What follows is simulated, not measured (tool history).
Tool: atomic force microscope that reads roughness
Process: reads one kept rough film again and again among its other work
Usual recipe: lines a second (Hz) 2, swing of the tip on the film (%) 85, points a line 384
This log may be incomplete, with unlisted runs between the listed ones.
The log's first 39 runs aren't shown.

run,hour,lines a second (Hz),swing of the tip on the film (%),points a line,pictures with this tip,hours of work since the height scale was calibrated,roughness of the kept film (nm (root mean square))
40,394.1,0.73,60,372,62,35,2.395
41,404.3,1.33,59,641,81,43,2.37
42,415.1,2.13,68,384,100,51,2.271
43,421,2,85,907,111,55,2.203
44,433.4,2,85,907,134,64,2.164
45,443.7,2,85,907,153,72,2.135
46,451.6,2,85,907,167,77,2.134
47,458.8,2,85,907,180,83,2.123
48,466.8,3.69,72,317,195,88,2.065
49,480.5,0.67,84,1021,220,98,2.195
50,488.1,0.67,84,1021,234,104,2.172
51,499.5,0.67,84,1021,255,112,2.13
52,505.8,0.75,59,720,266,117,2.179
53,513.6,2,62,424,280,123,2.116

Predict each of these 4 candidate next runs independently; none follows another, all start after run 53:
A,527.4,2.54,76,384,305,133,?
B,527.4,2,62,352,305,133,?
C,527.4,2.57,62,336,305,133,?
D,527.4,1.48,67,610,305,133,?

run,roughness of the kept film (nm (root mean square))
A,1.992
B,2.058
C,2.027
D,2.088
Stripped of hidden state, with their random variation kept, the same runs would have yielded:
run,roughness of the kept film (nm (root mean square))
A,2.356
B,2.435
C,2.397
D,2.469
